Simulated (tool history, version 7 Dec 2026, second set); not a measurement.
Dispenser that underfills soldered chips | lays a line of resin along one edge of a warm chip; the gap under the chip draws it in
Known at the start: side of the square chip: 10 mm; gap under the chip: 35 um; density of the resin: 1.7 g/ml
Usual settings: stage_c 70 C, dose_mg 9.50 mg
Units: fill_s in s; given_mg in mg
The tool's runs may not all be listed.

| run | hour | stage_c | dose_mg | fill_s | given_mg |
|---|---|---|---|---|---|
| 1 | 0.0 | 70 | 9.50 | 169.5 | 9.31 |
| 2 | 3.4 | 70 | 9.50 | 208.1 | 9.21 |
| 3 | 6.1 | 82 | 9.50 | 53.2 | 9.40 |
| 4 | 10.4 | 82 | 9.50 | 65.4 | 9.23 |
| 5 | 13.5 | 82 | 11.88 | 77.3 | 11.68 |
| 6 | 17.5 | 82 | 11.88 | 93.6 | 11.53 |
| 7 | 21.0 | 82 | 9.49 | 116.9 | 9.24 |
| 8 | 25.0 | 82 | 9.49 | 55.0 | 9.26 |
| 9 | 29.8 | 70 | 9.50 | 118.8 | 9.19 |
| 10 | 33.6 | 79 | 9.50 | 99.8 | 9.26 |
| 11 | 38.4 | 57 | 9.50 | 342.5 | 9.24 |
| 12 | 43.0 | 57 | 9.50 | 172.1 | 9.24 |
| 13 | 47.1 | 57 | 9.50 | 211.0 | 9.28 |
| 14 | 52.1 | 70 | 8.17 | 152.5 | 7.91 |
| 15 | 55.4 | 70 | 8.17 | 185.1 | 7.92 |
| 16 | 60.6 | 55 | 11.37 | 178.2 | 10.90 |
| 17 | 63.0 | 60 | 11.37 | 157.3 | 10.98 |
| 18 | 66.8 | 60 | 11.37 | 191.8 | 10.90 |
| 19 | 69.8 | 60 | 11.37 | 225.9 | 10.99 |
| 20 | 74.8 | 60 | 11.37 | 294.7 | 10.94 |
| 21 | 77.0 | 62 | 11.37 | 295.8 | 10.89 |
| 22 | 81.2 | 62 | 11.37 | 147.6 | 10.87 |
| 23 | 86.1 | 62 | 11.37 | 188.3 | 10.96 |
| 24 | 89.1 | 83 | 9.50 | 89.6 | 9.02 |
| 25 | 91.7 | 73 | 9.50 | 157.2 | 9.08 |

Not shown: 5 entries that the log had between the listed runs. Between which runs, and how does the tool's hidden state differ before and after?
Between runs 2 and 3: new syringe of resin (hour 6.1)
  resin's viscosity, % of fresh resin's: 223.7 -> 98.9; dose that the valve gives, % of what is set: 98.11 -> 98.04; true chip temperature over the reading, C: -0.42 -> -0.43
  measured less the result without the state, fill_s: +117.0 -> +0.4 s; given_mg: -0.18 -> -0.19 mg
Between runs 7 and 8: new syringe of resin (hour 24.3)
  resin's viscosity, % of fresh resin's: 215.3 -> 102.5; dose that the valve gives, % of what is set: 97.62 -> 97.51
  measured less the result without the state, fill_s: +63.7 -> +2.5 s; given_mg: -0.23 -> -0.24 mg
Between runs 11 and 12: new syringe of resin (hour 42.5)
  resin's viscosity, % of fresh resin's: 206.1 -> 102.6; dose that the valve gives, % of what is set: 97.12 -> 96.99
  measured less the result without the state, fill_s: +180.8 -> +9.0 s; given_mg: -0.28 -> -0.28 mg
Between runs 15 and 16: new syringe of resin (hour 60.6)
  resin's viscosity, % of fresh resin's: 195.9 -> 98.6; dose that the valve gives, % of what is set: 96.64 -> 96.5; true chip temperature over the reading, C: -0.51 -> -0.52
  measured less the result without the state, fill_s: +93.6 -> +2.4 s; given_mg: -0.28 -> -0.40 mg
Between runs 21 and 22: new syringe of resin (hour 78.7)
  resin's viscosity, % of fresh resin's: 231.4 -> 114.2; dose that the valve gives, % of what is set: 96.04 -> 95.94; true chip temperature over the reading, C: -0.55 -> -0.56
  measured less the result without the state, fill_s: +171.6 -> +22.0 s; given_mg: -0.45 -> -0.47 mg
